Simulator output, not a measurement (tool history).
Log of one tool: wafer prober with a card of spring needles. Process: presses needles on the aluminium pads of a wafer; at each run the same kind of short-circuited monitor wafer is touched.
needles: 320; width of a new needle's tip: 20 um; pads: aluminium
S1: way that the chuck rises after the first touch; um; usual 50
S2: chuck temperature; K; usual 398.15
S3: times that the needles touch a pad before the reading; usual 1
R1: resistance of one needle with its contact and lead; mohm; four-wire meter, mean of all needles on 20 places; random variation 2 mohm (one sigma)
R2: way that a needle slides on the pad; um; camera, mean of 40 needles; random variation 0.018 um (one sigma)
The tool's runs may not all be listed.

| run | hour | S1 | S2 | S3 | R1 | R2 |
|---|---|---|---|---|---|---|
| 1 | 0.0 | 50 | 398.15 | 1 | 480 | 9.13 |
|  | 7.7 | tips cleaned on abrasive film |
|  | 34.4 | tips cleaned on abrasive film |
| 2 | 44.2 | 50 | 398.15 | 1 | 420 | 9.10 |
|  | 59.4 | tips cleaned on abrasive film |
| 3 | 74.7 | 50 | 398.15 | 1 | 477 | 9.05 |
|  | 83.0 | tips cleaned on abrasive film |
|  | 107.4 | tips cleaned on abrasive film |
| 4 | 109.1 | 50 | 318.15 | 1 | 287 | 9.06 |
|  | 131.9 | tips cleaned on abrasive film |
| 5 | 148.3 | 50 | 318.15 | 1 | 501 | 9.06 |
|  | 158.1 | tips cleaned on abrasive film |
|  | 184.5 | tips cleaned on abrasive film |
|  | 184.8 | height of the first contact set anew |
| 6 | 187.5 | 50 | 398.15 | 1 | 315 | 9.18 |
|  | 208.1 | tips cleaned on abrasive film |
| 7 | 216.2 | 50 | 398.15 | 1 | 402 | 9.19 |
|  | 232.0 | tips cleaned on abrasive film |
| 8 | 239.0 | 50 | 398.15 | 1 | 407 | 9.14 |
|  | 255.7 | tips cleaned on abrasive film |
| 9 | 265.2 | 50 | 360.15 | 1 | 424 | 9.15 |
|  | 280.6 | tips cleaned on abrasive film |
| 10 | 295.8 | 50 | 360.15 | 1 | 465 | 9.12 |
|  | 305.6 | tips cleaned on abrasive film |
|  | 329.3 | tips cleaned on abrasive film |
| 11 | 341.5 | 50 | 360.15 | 1 | 444 | 9.12 |
|  | 354.2 | tips cleaned on abrasive film |
|  | 377.6 | tips cleaned on abrasive film |
| 12 | 381.0 | 50 | 360.15 | 1 | 305 | 9.06 |
|  | 401.8 | tips cleaned on abrasive film |
| 13 | 420.6 | 50 | 360.15 | 1 | 511 | 9.04 |
|  | 426.6 | tips cleaned on abrasive film |
|  | 452.6 | tips cleaned on abrasive film |
| 14 | 464.8 | 36 | 398.15 | 1 | 700 | 6.48 |
|  | 471.3 | height of the first contact set anew |
|  | 477.1 | tips cleaned on abrasive film |
| 15 | 487.4 | 36 | 398.15 | 1 | 644 | 6.60 |
|  | 502.6 | tips cleaned on abrasive film |
| 16 | 521.2 | 48 | 309.15 | 2 | 408 | 8.77 |
|  | 526.8 | tips cleaned on abrasive film |
| 17 | 547.3 | 50 | 374.15 | 2 | 396 | 9.12 |
|  | 551.3 | tips cleaned on abrasive film |
| 18 | 569.0 | 31 | 398.15 | 1 | 927 | 5.64 |
|  | 577.1 | tips cleaned on abrasive film |
|  | 600.6 | tips cleaned on abrasive film |
| 19 | 608.2 | 65 | 321.15 | 1 | 312 | 11.82 |
|  | 625.3 | tips cleaned on abrasive film |
|  | 649.0 | tips cleaned on abrasive film |
| 20 | 649.0 | 42 | 378.15 | 2 | 246 | 7.58 |
| 21 | 670.9 | 54 | 378.15 | 1 | 476 | 9.77 |
|  | 673.6 | tips cleaned on abrasive film |
|  | 699.2 | tips cleaned on abrasive film |
| 22 | 708.9 | 43 | 398.15 | 1 | 510 | 7.74 |
|  | 724.6 | tips cleaned on abrasive film |
| 23 | 737.0 | 43 | 398.15 | 1 | 567 | 7.72 |
|  | 750.1 | tips cleaned on abrasive film |
|  | 757.9 | height of the first contact set anew |
|  | 773.6 | tips cleaned on abrasive film |
| 24 | 776.0 | 60 | 398.15 | 1 | 280 | 11.00 |
|  | 798.0 | tips cleaned on abrasive film |
| 25 | 807.1 | 60 | 398.15 | 1 | 359 | 10.97 |
|  | 823.2 | tips cleaned on abrasive film |
| 26 | 841.9 | 60 | 398.15 | 1 | 412 | 10.96 |
|  | 847.5 | tips cleaned on abrasive film |
|  | 871.3 | tips cleaned on abrasive film |
| 27 | 886.1 | 44 | 340.15 | 2 | 444 | 8.00 |
|  | 896.1 | tips cleaned on abrasive film |
|  | 920.3 | tips cleaned on abrasive film |
| 28 | 934.5 | 36 | 317.15 | 1 | 750 | 6.52 |
|  | 946.1 | tips cleaned on abrasive film |
| 29 | 964.2 | 65 | 306.15 | 1 | 379 | 11.84 |
|  | 969.7 | tips cleaned on abrasive film |
| 30 | 983.8 | 50 | 398.15 | 2 | 376 | 9.07 |

Measured less the same run without the tool's hidden state. The same run-to-run variation is in both; the gauge's scatter may not be:
The hidden state here: debris on the tips, nm; way that the needles fall short of the set height, um; tips' diameter, um; drift of the gauge itself on contact_mohm, %; drift of the gauge itself on scrub_um, %.
| run | R1 | R2 |
|---|---|---|
| 1 | +257 | -0.05 |
| 2 | +201 | -0.09 |
| 3 | +253 | -0.10 |
| 4 | +86 | -0.12 |
| 5 | +301 | -0.14 |
| 6 | +94 | +0.00 |
| 7 | +185 | -0.01 |
| 8 | +190 | -0.03 |
| 9 | +209 | -0.04 |
| 10 | +256 | -0.06 |
| 11 | +234 | -0.09 |
| 12 | +97 | -0.12 |
| 13 | +303 | -0.14 |
| 14 | +456 | -0.16 |
| 15 | +400 | -0.01 |
| 16 | +207 | -0.03 |
| 17 | +181 | -0.05 |
| 18 | +673 | -0.06 |
| 19 | +123 | -0.09 |
| 20 | +20 | -0.11 |
| 21 | +266 | -0.11 |
| 22 | +276 | -0.13 |
| 23 | +336 | -0.16 |
| 24 | +70 | -0.01 |
| 25 | +147 | -0.03 |
| 26 | +204 | -0.04 |
| 27 | +232 | -0.06 |
| 28 | +538 | -0.09 |
| 29 | +199 | -0.11 |
| 30 | +157 | -0.12 |

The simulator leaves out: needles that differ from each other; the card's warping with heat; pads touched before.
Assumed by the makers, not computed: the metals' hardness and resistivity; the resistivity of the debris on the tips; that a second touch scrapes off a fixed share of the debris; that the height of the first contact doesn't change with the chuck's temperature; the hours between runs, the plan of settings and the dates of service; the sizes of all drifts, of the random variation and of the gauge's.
